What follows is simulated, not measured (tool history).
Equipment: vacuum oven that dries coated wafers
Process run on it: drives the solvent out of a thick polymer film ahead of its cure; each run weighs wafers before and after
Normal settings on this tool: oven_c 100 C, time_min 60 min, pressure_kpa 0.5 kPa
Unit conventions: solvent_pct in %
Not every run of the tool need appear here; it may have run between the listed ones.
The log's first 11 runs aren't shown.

run	hour	oven_c	time_min	pressure_kpa	hours of work since the thermocouples were calibrated	hours of work since the vacuum gauge was cleaned of residue	solvent_pct
12	611.7	100	60	0.5	773	1601	2.05
13	656.2	100	60	0.5	792	1620	1.99
14	710.2	100	60	0.5	814	1642	1.89
15	752	100	60	0.5	831	1660	2.01
16	834.6	100	60	0.5	866	1694	2.02
17	907.1	100	52	0.5	896	1724	2.44
18	955.3	100	77	0.5	916	1744	1.21
19	1021.9	100	60	0.5	944	1772	2.01
20	1080	95	60	0.5	968	1796	2.82
21	1120.7	95	60	0.5	985	1813	2.6
22	1169.5	95	60	0.5	1005	1833	2.72
23	1214.5	95	60	0.5	1024	1852	2.7
24	1289.7	95	60	0.5	1055	1883	2.64
25	1358.9	95	60	0.5	1084	1912	2.66
26	1439.4	97	37	0.5	1117	1945	4.43
27	1489.2	91	60	0.5	1138	1966	3.35
28	1558.8	92	60	0.32	1167	1995	3.1
29	1629	92	60	0.32	1196	2024	3.1
30	1668.5	92	60	0.32	1212	2041	3.15

What does the tool deliver on the next run?
31	1709.5	107	60	1.048	1229	2058	?

solvent_pct: 1.44 %
Were there no unlogged condition in the tool, this run, its random variation unchanged, would have produced solvent_pct 1.42 %.
